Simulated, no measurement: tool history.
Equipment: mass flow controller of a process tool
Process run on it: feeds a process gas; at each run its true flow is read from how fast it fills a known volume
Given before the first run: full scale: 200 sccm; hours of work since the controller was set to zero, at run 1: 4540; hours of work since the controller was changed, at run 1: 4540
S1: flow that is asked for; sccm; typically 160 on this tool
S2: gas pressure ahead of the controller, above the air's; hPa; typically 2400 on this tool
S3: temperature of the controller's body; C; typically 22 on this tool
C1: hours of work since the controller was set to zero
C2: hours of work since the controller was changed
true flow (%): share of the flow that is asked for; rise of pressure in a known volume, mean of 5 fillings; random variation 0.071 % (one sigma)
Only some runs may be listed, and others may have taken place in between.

Run 1, hour 0: usual settings; C1 4540; C2 4540. Result: true flow (%) 99.59.
Run 2, hour 232.9: usual settings but S3 39 C; C1 4617; C2 4617. Result: true flow (%) 101.
Run 3, hour 578.1: usual settings but S2 1540 hPa, S3 39 C; C1 4732; C2 4732. Result: true flow (%) 101.37.
Run 4, hour 881.1: usual settings but S3 24 C; C1 4832; C2 4832. Result: true flow (%) 99.45.
At hour 976.5: controller's zero set anew.
Run 5, hour 1225.1: usual settings but S3 24 C; C1 82; C2 4946. Result: true flow (%) 100.56.
Run 6, hour 1518: usual settings but S3 24 C; C1 179; C2 5043. Result: true flow (%) 100.81.
Run 7, hour 1901.7: usual settings but S3 24 C; C1 306; C2 5170. Result: true flow (%) 100.72.
Run 8, hour 2244.5: usual settings but S3 24 C; C1 420; C2 5283. Result: true flow (%) 100.86.
Run 9, hour 2605.3: usual settings but S3 26 C; C1 540; C2 5403. Result: true flow (%) 101.06.
Run 10, hour 2944.3: usual settings but S3 26 C; C1 652; C2 5515. Result: true flow (%) 100.95.
Run 11, hour 3182.4: usual settings but S3 37 C; C1 731; C2 5594. Result: true flow (%) 101.83.
Run 12, hour 3416.5: usual settings but S3 37 C; C1 808; C2 5672. Result: true flow (%) 101.96.
Run 13, hour 3801.5: usual settings but S2 1720 hPa; C1 936; C2 5799. Result: true flow (%) 100.74.
Run 14, hour 4191.5: usual settings but S2 1720 hPa; C1 1065; C2 5928. Result: true flow (%) 100.88.
Run 15, hour 4403: usual settings but S2 1720 hPa; C1 1135; C2 5998. Result: true flow (%) 101.01.
Run 16, hour 4717.2: usual settings but S2 2300 hPa; C1 1239; C2 6102. Result: true flow (%) 100.64.
Run 17, hour 5051.7: usual settings but S2 2300 hPa; C1 1350; C2 6213. Result: true flow (%) 100.55.
Run 18, hour 5454.3: usual settings but S2 2300 hPa; C1 1483; C2 6347. Result: true flow (%) 100.54.
Run 19, hour 5679.7: usual settings; C1 1558; C2 6421. Result: true flow (%) 100.46.
Run 20, hour 6009.4: usual settings; C1 1667; C2 6530. Result: true flow (%) 100.48.
Run 21, hour 6331.6: usual settings; C1 1774; C2 6637. Result: true flow (%) 100.47.
Run 22, hour 6728.6: usual settings but S1 131 sccm, S2 2490 hPa, S3 31 C; C1 1905; C2 6769. Result: true flow (%) 100.91.
Run 23, hour 6908.4: usual settings but S1 131 sccm, S2 2490 hPa, S3 31 C; C1 1965; C2 6828. Result: true flow (%) 101.09.
Run 24, hour 7113.4: usual settings but S1 131 sccm, S2 2490 hPa, S3 29 C; C1 2033; C2 6896. Result: true flow (%) 100.91.
Run 25, hour 7367: usual settings but S1 73 sccm, S2 1400 hPa, S3 27 C; C1 2117; C2 6980. Result: true flow (%) 100.31.
Run 26, hour 7572.2: usual settings but S2 2460 hPa; C1 2185; C2 7048. Result: true flow (%) 100.27.
Run 27, hour 7974.7: usual settings but S1 115 sccm, S2 2300 hPa; C1 2318; C2 7181. Result: true flow (%) 100.17.
Run 28, hour 8273.9: usual settings but S1 22 sccm, S3 35 C; C1 2417; C2 7281. Result: true flow (%) 96.93.
Run 29, hour 8636.9: usual settings but S1 33 sccm, S2 1700 hPa, S3 21 C; C1 2537; C2 7401. Result: true flow (%) 97.57.
Run 30, hour 8850.5: usual settings but S1 190 sccm, S2 2520 hPa, S3 24 C; C1 2608; C2 7472. Result: true flow (%) 100.91.
Run 31, hour 9248.7: usual settings but S3 28 C; C1 2740; C2 7603. Result: true flow (%) 101.03.
Run 32, hour 9567.9: usual settings but S2 2230 hPa; C1 2846; C2 7709. Result: true flow (%) 100.64.
Run 33, hour 9936.9: usual settings but S1 105 sccm, S2 2680 hPa; C1 2968; C2 7831. Result: true flow (%) 99.77.
Run 34, hour 10321.6: usual settings but S2 2470 hPa; C1 3095; C2 7959. Result: true flow (%) 100.45.
Run 35, hour 10548.5: usual settings but S2 1570 hPa; C1 3171; C2 8034. Result: true flow (%) 100.84.
Run 36, hour 10833: usual settings but S2 1570 hPa; C1 3265; C2 8128. Result: true flow (%) 100.87.
Run 37, hour 11200.9: usual settings but S1 41 sccm, S2 1470 hPa, S3 33 C; C1 3387; C2 8250. Result: true flow (%) 98.55.
Run 38, hour 11516.7: usual settings but S1 148 sccm, S2 1690 hPa; C1 3491; C2 8355. Result: true flow (%) 100.66.
Run 39, hour 11785.1: usual settings but S1 53 sccm, S2 2660 hPa, S3 24 C; C1 3580; C2 8444. Result: true flow (%) 98.18.

Some steps in true flow (%), run to run, broken into two amounts with sign: the step expected even without the hidden condition (settings, incoming material, random variation), and the rest, left for the hidden condition together with whatever gauge scatter is not in both the measured and the hidden-condition-free result:
The tool's hidden condition here consists of: flow at rest that the sensor doesn't see, % of full scale; true flow over the shown one, %; drift of the gauge itself on true_pct, %.
Run 27 -> 28: S1 115 -> 22, S2 2300 -> 2400, S3 22 -> 35. true flow (%) -3.24: hidden state -4.16, all else +0.92.
Run 29 -> 30: S1 33 -> 190, S2 1700 -> 2520, S3 21 -> 24. true flow (%) +3.34: hidden state +2.95, all else +0.39.
Run 36 -> 37: S1 160 -> 41, S2 1570 -> 1470, S3 22 -> 33. true flow (%) -2.32: hidden state -2.8, all else +0.48.
Run 38 -> 39: S1 148 -> 53, S2 1690 -> 2660, S3 22 -> 24. true flow (%) -2.48: hidden state -1.97, all else -0.51.

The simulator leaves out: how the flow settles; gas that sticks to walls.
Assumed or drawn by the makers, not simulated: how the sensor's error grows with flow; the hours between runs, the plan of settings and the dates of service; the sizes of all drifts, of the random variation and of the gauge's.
